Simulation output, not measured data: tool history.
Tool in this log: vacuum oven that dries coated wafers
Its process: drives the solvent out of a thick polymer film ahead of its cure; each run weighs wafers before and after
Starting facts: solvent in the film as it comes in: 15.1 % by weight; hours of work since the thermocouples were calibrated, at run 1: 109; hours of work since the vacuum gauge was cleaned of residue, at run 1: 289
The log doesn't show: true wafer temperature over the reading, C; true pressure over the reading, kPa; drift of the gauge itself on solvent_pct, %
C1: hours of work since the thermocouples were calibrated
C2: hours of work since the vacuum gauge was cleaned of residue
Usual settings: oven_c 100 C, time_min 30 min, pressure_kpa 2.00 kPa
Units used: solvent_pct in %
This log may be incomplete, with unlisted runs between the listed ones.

{"run": 1, "hour": 0.0, "oven_c": 100, "time_min": 30, "pressure_kpa": 2.0, "C1": 109, "C2": 289, "solvent_pct": 3.031}
{"run": 2, "hour": 10.1, "oven_c": 100, "time_min": 30, "pressure_kpa": 2.0, "C1": 114, "C2": 295, "solvent_pct": 3.033}
{"run": 3, "hour": 26.0, "oven_c": 100, "time_min": 30, "pressure_kpa": 2.0, "C1": 122, "C2": 303, "solvent_pct": 3.026}
{"run": 4, "hour": 36.8, "oven_c": 100, "time_min": 30, "pressure_kpa": 2.0, "C1": 128, "C2": 309, "solvent_pct": 3.01}
{"run": 5, "hour": 50.8, "oven_c": 100, "time_min": 29, "pressure_kpa": 2.0, "C1": 135, "C2": 316, "solvent_pct": 3.1}
{"run": 6, "hour": 60.5, "oven_c": 100, "time_min": 29, "pressure_kpa": 2.0, "C1": 140, "C2": 321, "solvent_pct": 3.088}
{"run": 7, "hour": 77.0, "oven_c": 100, "time_min": 30, "pressure_kpa": 2.0, "C1": 149, "C2": 330, "solvent_pct": 3.028}
{"run": 8, "hour": 95.6, "oven_c": 100, "time_min": 37, "pressure_kpa": 2.0, "C1": 159, "C2": 340, "solvent_pct": 2.589}
{"run": 9, "hour": 110.1, "oven_c": 100, "time_min": 37, "pressure_kpa": 2.0, "C1": 167, "C2": 347, "solvent_pct": 2.583}
{"run": 10, "hour": 129.3, "oven_c": 92, "time_min": 46, "pressure_kpa": 7.48, "C1": 177, "C2": 357, "solvent_pct": 10.451}
{"run": 11, "hour": 148.0, "oven_c": 92, "time_min": 46, "pressure_kpa": 7.48, "C1": 186, "C2": 367, "solvent_pct": 10.453}
{"run": 12, "hour": 167.5, "oven_c": 110, "time_min": 28, "pressure_kpa": 2.0, "C1": 197, "C2": 377, "solvent_pct": 1.618}
{"run": 13, "hour": 188.7, "oven_c": 110, "time_min": 28, "pressure_kpa": 2.0, "C1": 208, "C2": 388, "solvent_pct": 1.622}
{"run": 14, "hour": 210.0, "oven_c": 110, "time_min": 28, "pressure_kpa": 2.0, "C1": 219, "C2": 400, "solvent_pct": 1.633}
{"run": 15, "hour": 221.1, "oven_c": 110, "time_min": 28, "pressure_kpa": 3.43, "C1": 225, "C2": 405, "solvent_pct": 2.62}
{"run": 16, "hour": 234.8, "oven_c": 100, "time_min": 21, "pressure_kpa": 6.42, "C1": 232, "C2": 413, "solvent_pct": 7.711}

Expected results for the next run?
{"run": 17, "hour": 247.9, "oven_c": 100, "time_min": 21, "pressure_kpa": 6.42, "C1": 239, "C2": 420, "solvent_pct": "?"}

Run 17 measured solvent_pct 7.727 %.
With no hidden state in the tool, this same run would have given solvent_pct 7.798 %.
